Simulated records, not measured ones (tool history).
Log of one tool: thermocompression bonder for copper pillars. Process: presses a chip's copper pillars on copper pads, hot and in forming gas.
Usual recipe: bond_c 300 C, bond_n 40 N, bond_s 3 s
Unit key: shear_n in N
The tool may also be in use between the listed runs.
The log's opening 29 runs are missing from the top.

run	hour	bond_c	bond_n	bond_s	shear_n
# hour 1382.0: forming gas filter changed
30	1419.2	307	49	2	47.2
31	1483.7	319	40	7	63.5
# hour 1504.7: force cell calibrated
32	1530.9	306	42	3	50.1
33	1570.3	300	35	3	41.5
34	1596.3	290	47	3	48.1
35	1638.4	290	47	3	47.8
# hour 1673.2: forming gas filter changed
36	1685.8	290	47	3	49.3
# hour 1703.9: heater calibrated with a thermocouple chip
37	1722.0	303	40	6	56.9
38	1778.9	301	42	6	57.3
39	1819.0	301	42	6	56.9
40	1868.9	310	42	5	57.0

What if the next run were any one of these 3? Each begins from the tool's condition after run 40:
A	1897.4	283	52	6	?
B	1897.4	277	37	5	?
C	1897.4	302	40	3	?

run	shear_n
A	57.1
B	40.2
C	44.2
What these runs would have given with no unlogged condition in the tool:
run	shear_n
A	59.4
B	41.8
C	46.0
